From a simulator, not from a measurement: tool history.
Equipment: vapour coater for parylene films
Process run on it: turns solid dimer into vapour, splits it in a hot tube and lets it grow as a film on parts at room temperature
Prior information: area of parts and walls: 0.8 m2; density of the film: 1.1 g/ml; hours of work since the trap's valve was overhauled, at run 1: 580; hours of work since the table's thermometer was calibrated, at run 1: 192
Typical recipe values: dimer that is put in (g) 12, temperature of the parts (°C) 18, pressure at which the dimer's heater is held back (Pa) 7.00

run	hour	dimer that is put in (g)	temperature of the parts (°C)	pressure at which the dimer's heater is held back (Pa)	hours of work since the trap's valve was overhauled	hours of work since the table's thermometer was calibrated	thickness of the film (um)
1	0.0	12	18	7.00	580	192	6.18
2	21.2	16	18	7.00	598	210	8.16
3	36.7	16	18	7.00	611	223	8.25
4	55.7	12	25	7.00	627	239	5.14
5	73.7	12	25	7.00	642	254	5.20
6	89.9	12	18	7.00	656	268	6.11
7	102.3	12	18	7.00	666	279	6.03
# hour 115.9: trap's valve overhauled
8	119.6	12	18	7.00	3	290	6.71
9	133.2	12	18	7.00	15	301	6.78
10	157.4	12	18	7.00	35	322	6.76
11	179.1	8	18	7.00	54	340	4.46
12	201.8	12	18	2.53	73	360	7.68
13	221.5	12	18	4.08	90	376	7.19
14	245.8	12	18	4.08	110	397	7.11
15	261.7	12	18	7.95	124	410	6.60
16	280.8	12	12	7.95	140	427	7.60
17	292.1	12	13	7.00	149	436	7.43
18	304.7	12	13	7.00	160	447	7.39
19	315.4	12	13	7.00	169	456	7.47
20	325.6	8	18	7.00	178	465	4.37
21	346.7	8	18	7.00	196	482	4.36
22	357.1	8	17	7.00	205	491	4.42
23	374.1	8	17	7.00	219	506	4.43
24	385.4	12	22	7.00	229	515	5.93
25	399.9	12	18	10.23	241	528	6.20
26	414.4	20	18	5.92	253	540	10.97
27	429.1	12	23	8.61	266	552	5.59
28	441.3	12	19	11.84	276	563	5.93
29	466.0	12	17	11.84	297	584	6.21
30	480.7	12	17	11.84	309	596	6.07
31	500.3	12	17	11.84	326	613	6.08
32	519.3	7	15	2.21	342	629	4.65
33	535.5	7	15	2.21	356	643	4.71

Predict the results of run 34:
34	554.5	7	15	2.21	372	659	?

Run 34 yielded thickness of the film (um) 4.57.
Minus the tool's unlogged condition, the same run would have read thickness of the film (um) 4.96.
